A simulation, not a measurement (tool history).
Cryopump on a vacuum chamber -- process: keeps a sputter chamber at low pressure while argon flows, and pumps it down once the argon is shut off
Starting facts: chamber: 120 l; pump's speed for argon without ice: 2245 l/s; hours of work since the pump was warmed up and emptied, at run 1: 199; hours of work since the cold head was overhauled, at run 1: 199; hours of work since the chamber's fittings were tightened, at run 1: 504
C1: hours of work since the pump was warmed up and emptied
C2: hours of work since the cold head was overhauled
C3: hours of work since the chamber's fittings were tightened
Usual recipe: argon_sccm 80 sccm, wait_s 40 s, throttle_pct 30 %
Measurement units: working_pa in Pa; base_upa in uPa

{"run": 1, "hour": 0.0, "argon_sccm": 80, "wait_s": 40, "throttle_pct": 30, "C1": 199, "C2": 199, "C3": 504, "working_pa": 0.2087, "base_upa": 1.25}
{"run": 2, "hour": 17.9, "argon_sccm": 37, "wait_s": 40, "throttle_pct": 30, "C1": 208, "C2": 208, "C3": 512, "working_pa": 0.0962, "base_upa": 1.25}
{"run": 3, "hour": 36.7, "argon_sccm": 37, "wait_s": 40, "throttle_pct": 30, "C1": 217, "C2": 217, "C3": 522, "working_pa": 0.0964, "base_upa": 1.32}
{"run": 4, "hour": 57.8, "argon_sccm": 37, "wait_s": 40, "throttle_pct": 30, "C1": 227, "C2": 227, "C3": 532, "working_pa": 0.098, "base_upa": 1.3}
{"run": 5, "hour": 84.9, "argon_sccm": 37, "wait_s": 40, "throttle_pct": 30, "C1": 240, "C2": 240, "C3": 545, "working_pa": 0.0975, "base_upa": 1.29}
{"run": 6, "hour": 98.0, "argon_sccm": 80, "wait_s": 40, "throttle_pct": 30, "C1": 247, "C2": 247, "C3": 551, "working_pa": 0.211, "base_upa": 1.26}
{"run": 7, "hour": 119.6, "argon_sccm": 80, "wait_s": 40, "throttle_pct": 30, "C1": 257, "C2": 257, "C3": 562, "working_pa": 0.2125, "base_upa": 1.31}
{"run": 8, "hour": 142.8, "argon_sccm": 80, "wait_s": 40, "throttle_pct": 18, "C1": 268, "C2": 268, "C3": 573, "working_pa": 0.3468, "base_upa": 1.28}
{"run": 9, "hour": 166.8, "argon_sccm": 80, "wait_s": 40, "throttle_pct": 30, "C1": 280, "C2": 280, "C3": 585, "working_pa": 0.2133, "base_upa": 1.33}
{"run": 10, "hour": 182.3, "argon_sccm": 80, "wait_s": 40, "throttle_pct": 30, "C1": 287, "C2": 287, "C3": 592, "working_pa": 0.2136, "base_upa": 1.31}
{"run": 11, "hour": 194.8, "argon_sccm": 80, "wait_s": 40, "throttle_pct": 30, "C1": 294, "C2": 294, "C3": 598, "working_pa": 0.2136, "base_upa": 1.29}
{"run": 12, "hour": 223.0, "argon_sccm": 80, "wait_s": 40, "throttle_pct": 30, "C1": 307, "C2": 307, "C3": 612, "working_pa": 0.2145, "base_upa": 1.33}
{"run": 13, "hour": 235.0, "argon_sccm": 80, "wait_s": 40, "throttle_pct": 30, "C1": 313, "C2": 313, "C3": 618, "working_pa": 0.2148, "base_upa": 1.31}
{"run": 14, "hour": 246.8, "argon_sccm": 129, "wait_s": 40, "throttle_pct": 30, "C1": 319, "C2": 319, "C3": 623, "working_pa": 0.3478, "base_upa": 1.3}
{"run": 15, "hour": 275.1, "argon_sccm": 129, "wait_s": 40, "throttle_pct": 30, "C1": 332, "C2": 332, "C3": 637, "working_pa": 0.3474, "base_upa": 1.32}
{"run": 16, "hour": 302.5, "argon_sccm": 129, "wait_s": 40, "throttle_pct": 30, "C1": 346, "C2": 346, "C3": 650, "working_pa": 0.3479, "base_upa": 1.31}
{"run": 17, "hour": 326.4, "argon_sccm": 129, "wait_s": 40, "throttle_pct": 30, "C1": 357, "C2": 357, "C3": 662, "working_pa": 0.3515, "base_upa": 1.29}
{"run": 18, "hour": 353.3, "argon_sccm": 92, "wait_s": 33, "throttle_pct": 19, "C1": 370, "C2": 370, "C3": 675, "working_pa": 0.3829, "base_upa": 1.58}
{"run": 19, "hour": 370.2, "argon_sccm": 92, "wait_s": 33, "throttle_pct": 19, "C1": 379, "C2": 379, "C3": 683, "working_pa": 0.3852, "base_upa": 1.56}
{"run": 20, "hour": 392.3, "argon_sccm": 92, "wait_s": 33, "throttle_pct": 19, "C1": 389, "C2": 389, "C3": 694, "working_pa": 0.3851, "base_upa": 1.58}
{"run": 21, "hour": 412.9, "argon_sccm": 67, "wait_s": 200, "throttle_pct": 30, "C1": 399, "C2": 399, "C3": 704, "working_pa": 0.1845, "base_upa": 0.51}
{"run": 22, "hour": 439.3, "argon_sccm": 67, "wait_s": 200, "throttle_pct": 30, "C1": 412, "C2": 412, "C3": 717, "working_pa": 0.1838, "base_upa": 0.51}
{"run": 23, "hour": 454.2, "argon_sccm": 127, "wait_s": 40, "throttle_pct": 30, "C1": 419, "C2": 419, "C3": 724, "working_pa": 0.3521, "base_upa": 1.36}
{"run": 24, "hour": 475.7, "argon_sccm": 140, "wait_s": 54, "throttle_pct": 24, "C1": 430, "C2": 430, "C3": 734, "working_pa": 0.4727, "base_upa": 1.07}
{"run": 25, "hour": 495.6, "argon_sccm": 32, "wait_s": 191, "throttle_pct": 24, "C1": 439, "C2": 439, "C3": 744, "working_pa": 0.1091, "base_upa": 0.52}
{"run": 26, "hour": 519.3, "argon_sccm": 32, "wait_s": 191, "throttle_pct": 24, "C1": 451, "C2": 451, "C3": 755, "working_pa": 0.1098, "base_upa": 0.54}
{"run": 27, "hour": 534.0, "argon_sccm": 32, "wait_s": 191, "throttle_pct": 24, "C1": 458, "C2": 458, "C3": 763, "working_pa": 0.109, "base_upa": 0.5}
{"run": 28, "hour": 561.6, "argon_sccm": 80, "wait_s": 62, "throttle_pct": 30, "C1": 471, "C2": 471, "C3": 776, "working_pa": 0.2228, "base_upa": 1.0}
{"run": 29, "hour": 590.0, "argon_sccm": 51, "wait_s": 73, "throttle_pct": 30, "C1": 485, "C2": 485, "C3": 790, "working_pa": 0.1436, "base_upa": 0.92}
{"run": 30, "hour": 619.1, "argon_sccm": 154, "wait_s": 73, "throttle_pct": 42, "C1": 499, "C2": 499, "C3": 804, "working_pa": 0.3235, "base_upa": 0.89}
{"run": 31, "hour": 646.2, "argon_sccm": 154, "wait_s": 73, "throttle_pct": 42, "C1": 512, "C2": 512, "C3": 817, "working_pa": 0.3261, "base_upa": 0.94}
{"run": 32, "hour": 659.5, "argon_sccm": 61, "wait_s": 53, "throttle_pct": 42, "C1": 519, "C2": 519, "C3": 823, "working_pa": 0.1287, "base_upa": 1.09}
{"run": 33, "hour": 685.2, "argon_sccm": 61, "wait_s": 53, "throttle_pct": 42, "C1": 531, "C2": 531, "C3": 836, "working_pa": 0.1297, "base_upa": 1.11}
{"run": 34, "hour": 711.6, "argon_sccm": 61, "wait_s": 177, "throttle_pct": 25, "C1": 544, "C2": 544, "C3": 849, "working_pa": 0.2053, "base_upa": 0.6}

Each row is a separate what-if for the run after 34, all from the same tool condition, not one after another. Results?
{"run": "A", "hour": 738.6, "argon_sccm": 62, "wait_s": 90, "throttle_pct": 23, "C1": 557, "C2": 557, "C3": 862, "working_pa": "?", "base_upa": "?"}
{"run": "B", "hour": 738.6, "argon_sccm": 48, "wait_s": 32, "throttle_pct": 53, "C1": 557, "C2": 557, "C3": 862, "working_pa": "?", "base_upa": "?"}
{"run": "C", "hour": 738.6, "argon_sccm": 123, "wait_s": 40, "throttle_pct": 44, "C1": 557, "C2": 557, "C3": 862, "working_pa": "?", "base_upa": "?"}

run=A working_pa=0.2248 base_upa=0.82
run=B working_pa=0.0857 base_upa=1.62
run=C working_pa=0.2552 base_upa=1.32
Without the tool's hidden state the same runs would have given:
run=A working_pa=0.2024 base_upa=0.62
run=B working_pa=0.0684 base_upa=1.42
run=C working_pa=0.2108 base_upa=1.12
